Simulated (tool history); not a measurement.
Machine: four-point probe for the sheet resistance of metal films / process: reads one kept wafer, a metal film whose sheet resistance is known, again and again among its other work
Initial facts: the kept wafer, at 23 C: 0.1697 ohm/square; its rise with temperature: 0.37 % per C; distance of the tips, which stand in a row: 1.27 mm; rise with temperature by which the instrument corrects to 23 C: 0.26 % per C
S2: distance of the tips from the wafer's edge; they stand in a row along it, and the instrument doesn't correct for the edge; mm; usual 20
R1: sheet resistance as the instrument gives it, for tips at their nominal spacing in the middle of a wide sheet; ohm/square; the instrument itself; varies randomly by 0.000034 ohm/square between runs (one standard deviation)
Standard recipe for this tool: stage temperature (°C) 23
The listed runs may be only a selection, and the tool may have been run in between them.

{"run": 1, "hour": 0.0, "stage temperature (°C)": 23, "S2": 20, "R1": 0.171109}
{"run": 2, "hour": 61.1, "stage temperature (°C)": 23, "S2": 20, "R1": 0.171044}
{"run": 3, "hour": 111.0, "stage temperature (°C)": 26, "S2": 20, "R1": 0.171584}
{"run": 4, "hour": 156.0, "stage temperature (°C)": 23, "S2": 20, "R1": 0.171077}
{"run": 5, "hour": 192.3, "stage temperature (°C)": 23, "S2": 20, "R1": 0.171058}
{"run": 6, "hour": 247.7, "stage temperature (°C)": 21, "S2": 20, "R1": 0.170722}
{"run": 7, "hour": 311.3, "stage temperature (°C)": 23, "S2": 28, "R1": 0.170789}
{"run": 8, "hour": 390.1, "stage temperature (°C)": 23, "S2": 28, "R1": 0.170855}
{"run": 9, "hour": 440.7, "stage temperature (°C)": 23, "S2": 20, "R1": 0.170993}
{"run": 10, "hour": 503.1, "stage temperature (°C)": 23, "S2": 20, "R1": 0.171029}
{"run": 11, "hour": 579.3, "stage temperature (°C)": 23, "S2": 20, "R1": 0.171009}
{"run": 12, "hour": 653.9, "stage temperature (°C)": 23, "S2": 20, "R1": 0.171044}
{"run": 13, "hour": 703.7, "stage temperature (°C)": 23, "S2": 20, "R1": 0.170972}
{"run": 14, "hour": 744.7, "stage temperature (°C)": 25, "S2": 26, "R1": 0.171218}
{"run": 15, "hour": 802.7, "stage temperature (°C)": 23, "S2": 70, "R1": 0.170725}
{"run": 16, "hour": 870.1, "stage temperature (°C)": 23, "S2": 7, "R1": 0.173571}
{"run": 17, "hour": 926.6, "stage temperature (°C)": 24, "S2": 7, "R1": 0.173813}
{"run": 18, "hour": 962.1, "stage temperature (°C)": 29, "S2": 7, "R1": 0.174806}
{"run": 19, "hour": 1022.5, "stage temperature (°C)": 29, "S2": 7, "R1": 0.174764}
{"run": 20, "hour": 1080.9, "stage temperature (°C)": 21, "S2": 5, "R1": 0.175978}
{"run": 21, "hour": 1136.8, "stage temperature (°C)": 22, "S2": 32, "R1": 0.170619}
{"run": 22, "hour": 1191.2, "stage temperature (°C)": 22, "S2": 32, "R1": 0.17058}
{"run": 23, "hour": 1244.4, "stage temperature (°C)": 26, "S2": 35, "R1": 0.171298}
{"run": 24, "hour": 1277.5, "stage temperature (°C)": 20, "S2": 44, "R1": 0.17017}
{"run": 25, "hour": 1315.6, "stage temperature (°C)": 20, "S2": 44, "R1": 0.17022}
{"run": 26, "hour": 1378.3, "stage temperature (°C)": 34, "S2": 66, "R1": 0.172664}

Results per run with the tool's hidden condition removed, run-to-run variation unchanged:
The tool's hidden condition here consists of: inner tips' distance over the nominal, %; tips' flats over new ones', %; wafer's true temperature over the reading, C; drift of the gauge itself on sheet_ohm, %.
run=1 R1=0.170127
run=2 R1=0.170064
run=3 R1=0.170603
run=4 R1=0.170099
run=5 R1=0.170081
run=6 R1=0.169747
run=7 R1=0.169815
run=8 R1=0.169882
run=9 R1=0.170021
run=10 R1=0.170058
run=11 R1=0.170041
run=12 R1=0.170076
run=13 R1=0.170006
run=14 R1=0.170252
run=15 R1=0.169763
run=16 R1=0.172595
run=17 R1=0.172839
run=18 R1=0.173829
run=19 R1=0.173789
run=20 R1=0.174994
run=21 R1=0.169665
run=22 R1=0.169627
run=23 R1=0.170345
run=24 R1=0.169221
run=25 R1=0.169271
run=26 R1=0.171713
